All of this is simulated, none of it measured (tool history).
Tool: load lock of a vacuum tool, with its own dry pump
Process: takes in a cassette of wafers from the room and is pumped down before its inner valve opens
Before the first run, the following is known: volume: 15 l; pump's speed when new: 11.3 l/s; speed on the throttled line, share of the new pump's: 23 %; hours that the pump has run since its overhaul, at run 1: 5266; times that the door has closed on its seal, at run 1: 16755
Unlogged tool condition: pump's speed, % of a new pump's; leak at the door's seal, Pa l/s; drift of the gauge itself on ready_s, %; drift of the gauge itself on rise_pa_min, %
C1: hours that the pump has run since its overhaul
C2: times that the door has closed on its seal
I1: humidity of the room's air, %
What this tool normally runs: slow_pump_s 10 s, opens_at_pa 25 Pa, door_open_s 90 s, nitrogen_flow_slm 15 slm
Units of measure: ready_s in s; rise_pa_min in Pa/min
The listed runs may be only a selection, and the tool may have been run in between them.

Run 1, hour 0: usual settings; C1 5266; C2 16755; I1 45.2. Result: ready_s 20.6 s, rise_pa_min 0.591 Pa/min.
Run 2, hour 162.3: usual settings; C1 5429; C2 17272; I1 43.1. Result: ready_s 20 s, rise_pa_min 0.615 Pa/min.
Run 3, hour 404.7: usual settings but door_open_s 171 s; C1 5671; C2 18043; I1 44.7. Result: ready_s 20.1 s, rise_pa_min 0.683 Pa/min.
Run 4, hour 507.6: usual settings but door_open_s 171 s; C1 5774; C2 18370; I1 42.9. Result: ready_s 20.1 s, rise_pa_min 0.685 Pa/min.
Run 5, hour 625.2: usual settings but door_open_s 171 s; C1 5892; C2 18744; I1 42.5. Result: ready_s 20.1 s, rise_pa_min 0.698 Pa/min.
Run 6, hour 745.6: usual settings; C1 6012; C2 19127; I1 42.2. Result: ready_s 20 s, rise_pa_min 0.691 Pa/min.
Run 7, hour 878: usual settings but door_open_s 180 s; C1 6144; C2 19549; I1 44.9. Result: ready_s 20.2 s, rise_pa_min 0.742 Pa/min.
Run 8, hour 1069.6: usual settings but opens_at_pa 24 Pa; C1 6336; C2 20158; I1 44.2. Result: ready_s 20.8 s, rise_pa_min 0.762 Pa/min.
At hour 1158.7: door's seal changed, seat wiped.
Run 9, hour 1245.2: usual settings but opens_at_pa 24 Pa; C1 6510; C2 275; I1 46.5. Result: ready_s 20.4 s, rise_pa_min 0.048 Pa/min.
Run 10, hour 1416: usual settings; C1 6681; C2 818; I1 43.2. Result: ready_s 20.5 s, rise_pa_min 0.058 Pa/min.
Run 11, hour 1635.8: usual settings but door_open_s 111 s; C1 6901; C2 1518; I1 46.4. Result: ready_s 20.3 s, rise_pa_min 0.07 Pa/min.
Run 12, hour 1885.7: usual settings but door_open_s 111 s; C1 7151; C2 2313; I1 47.8. Result: ready_s 20.6 s, rise_pa_min 0.08 Pa/min.
Run 13, hour 2031.1: usual settings but door_open_s 111 s; C1 7296; C2 2776; I1 45.9. Result: ready_s 20.7 s, rise_pa_min 0.089 Pa/min.
Run 14, hour 2217.2: usual settings but opens_at_pa 28 Pa; C1 7482; C2 3368; I1 46.9. Result: ready_s 20.7 s, rise_pa_min 0.096 Pa/min.
Run 15, hour 2385.7: usual settings but nitrogen_flow_slm 35 slm; C1 7651; C2 3904; I1 44.7. Result: ready_s 20.4 s, rise_pa_min 0.079 Pa/min.
Run 16, hour 2562.7: usual settings but slow_pump_s 17 s; C1 7828; C2 4467; I1 46. Result: ready_s 25.9 s, rise_pa_min 0.113 Pa/min.
Run 17, hour 2748.3: usual settings; C1 8013; C2 5057; I1 44.7. Result: ready_s 20.9 s, rise_pa_min 0.118 Pa/min.
Run 18, hour 2900.3: usual settings; C1 8165; C2 5541; I1 47.3. Result: ready_s 20.7 s, rise_pa_min 0.131 Pa/min.
Run 19, hour 3107.4: usual settings but slow_pump_s 16 s, opens_at_pa 27 Pa, door_open_s 183 s, nitrogen_flow_slm 17 slm; C1 8372; C2 6200; I1 47.3. Result: ready_s 25.3 s, rise_pa_min 0.155 Pa/min.
Run 20, hour 3343.8: usual settings but slow_pump_s 16 s, opens_at_pa 27 Pa, door_open_s 183 s, nitrogen_flow_slm 17 slm; C1 8609; C2 6952; I1 41.5. Result: ready_s 25.5 s, rise_pa_min 0.166 Pa/min.
Run 21, hour 3448.1: usual settings but slow_pump_s 6 s, door_open_s 141 s, nitrogen_flow_slm 22 slm; C1 8713; C2 7284; I1 42.6. Result: ready_s 18.3 s, rise_pa_min 0.166 Pa/min.
Run 22, hour 3626.8: usual settings but door_open_s 231 s; C1 8892; C2 7852; I1 46.3. Result: ready_s 21 s, rise_pa_min 0.197 Pa/min.
Run 23, hour 3757: usual settings but opens_at_pa 41 Pa, door_open_s 231 s; C1 9022; C2 8267; I1 44.6. Result: ready_s 20.3 s, rise_pa_min 0.203 Pa/min.
Run 24, hour 3875.8: usual settings but opens_at_pa 23 Pa, nitrogen_flow_slm 17 slm; C1 9141; C2 8644; I1 49.1. Result: ready_s 21.1 s, rise_pa_min 0.2 Pa/min.
Run 25, hour 4093.3: usual settings but slow_pump_s 13 s, opens_at_pa 19 Pa, door_open_s 34 s, nitrogen_flow_slm 20 slm; C1 9358; C2 9336; I1 42.8. Result: ready_s 23.6 s, rise_pa_min 0.196 Pa/min.
Run 26, hour 4278.2: usual settings but opens_at_pa 21 Pa, door_open_s 50 s, nitrogen_flow_slm 5 slm; C1 9543; C2 9925; I1 45.4. Result: ready_s 21.9 s, rise_pa_min 0.236 Pa/min.
Run 27, hour 4529.6: usual settings but opens_at_pa 33 Pa, door_open_s 138 s; C1 9795; C2 10724; I1 45.6. Result: ready_s 20.8 s, rise_pa_min 0.268 Pa/min.
Run 28, hour 4634.4: usual settings but slow_pump_s 9 s; C1 9899; C2 11058; I1 42.4. Result: ready_s 20.6 s, rise_pa_min 0.267 Pa/min.
Run 29, hour 4770.2: usual settings but door_open_s 41 s; C1 10035; C2 11490; I1 46. Result: ready_s 21.4 s, rise_pa_min 0.264 Pa/min.
Run 30, hour 4928: usual settings but slow_pump_s 15 s, door_open_s 41 s; C1 10193; C2 11992; I1 47.3. Result: ready_s 24.8 s, rise_pa_min 0.275 Pa/min.
Run 31, hour 5085.9: usual settings but slow_pump_s 15 s, door_open_s 41 s; C1 10351; C2 12494; I1 44.4. Result: ready_s 24.9 s, rise_pa_min 0.301 Pa/min.
Run 32, hour 5188.2: usual settings but opens_at_pa 23 Pa, door_open_s 27 s; C1 10453; C2 12820; I1 44.5. Result: ready_s 21.6 s, rise_pa_min 0.303 Pa/min.

Run 33, settings as shown, results not yet in. Your forecast:
Run 33, hour 5303.7: usual settings but slow_pump_s 5 s; C1 10569; C2 13187; I1 44. Result: ready_s ?, rise_pa_min ?.

Run 33 produced ready_s 17.9 s, rise_pa_min 0.332 Pa/min.
Were there no unlogged condition in the tool, this run, its random variation unchanged, would have produced ready_s 14.8 s, rise_pa_min 0.049 Pa/min.

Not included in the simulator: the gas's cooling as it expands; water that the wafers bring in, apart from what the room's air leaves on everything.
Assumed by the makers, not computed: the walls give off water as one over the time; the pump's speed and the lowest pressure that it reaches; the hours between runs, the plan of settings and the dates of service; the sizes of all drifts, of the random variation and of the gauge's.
